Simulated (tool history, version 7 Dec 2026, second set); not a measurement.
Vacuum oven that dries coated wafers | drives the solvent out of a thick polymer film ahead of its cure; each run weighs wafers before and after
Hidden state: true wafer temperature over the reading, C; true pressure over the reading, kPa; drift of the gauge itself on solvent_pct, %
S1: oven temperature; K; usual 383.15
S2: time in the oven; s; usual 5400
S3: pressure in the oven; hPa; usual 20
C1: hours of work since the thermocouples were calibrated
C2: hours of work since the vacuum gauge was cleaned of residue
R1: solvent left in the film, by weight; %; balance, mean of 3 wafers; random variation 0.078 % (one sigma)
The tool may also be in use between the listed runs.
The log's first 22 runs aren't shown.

run	hour	S1	S2	S3	C1	C2	R1
23	511.5	383.15	5400	20	38	792	6.27
24	541	381.15	6540	29.1	51	805	7.45
25	559.1	383.15	5820	20	59	813	6.01
26	580.4	379.15	5820	21.2	69	823	7.11
27	605.9	371.15	5400	32.6	80	834	11.26
28	634.7	383.15	5400	18	93	847	6.08
29	650.6	384.15	8100	54.7	100	854	9.61
30	670.4	379.15	7200	75.2	109	863	14.62
31	697.1	379.15	7200	75.2	121	875	14.57
32	715.7	388.15	7200	75.2	129	883	11.08
33	738.9	386.15	3960	78.6	140	894	12.82
34	764.2	386.15	5400	38.8	151	905	7.91
35	789.5	377.15	5400	18.7	162	916	7.63
36	802.9	377.15	5400	18.7	168	922	7.59
37	820.6	377.15	5400	18.7	176	930	7.6
38	852.3	376.15	8220	41.5	190	944	10.26
39	878.6	376.15	8220	41.5	202	956	10.17
40	910	383.15	5400	22.1	216	970	6.55
41	927.9	383.15	4020	12.9	224	978	6.73
42	944	383.15	4020	12.9	231	985	6.92
43	974.7	383.15	2940	77.9	245	999	14.23
44	990.7	383.15	7680	52	252	1006	9.96
45	1007.3	391.15	5400	11.4	259	1013	3.77

Forecast each of these 3 alternatives for the next run:
A	1031.3	391.15	4740	18.1	270	1024	?
B	1031.3	383.15	7620	20	270	1024	?
C	1031.3	383.15	6600	41.5	270	1024	?

run	R1
A	4.87
B	5.37
C	8.61
Without the tool's hidden state the same runs would have given:
run	R1
A	4.53
B	4.89
C	8.15

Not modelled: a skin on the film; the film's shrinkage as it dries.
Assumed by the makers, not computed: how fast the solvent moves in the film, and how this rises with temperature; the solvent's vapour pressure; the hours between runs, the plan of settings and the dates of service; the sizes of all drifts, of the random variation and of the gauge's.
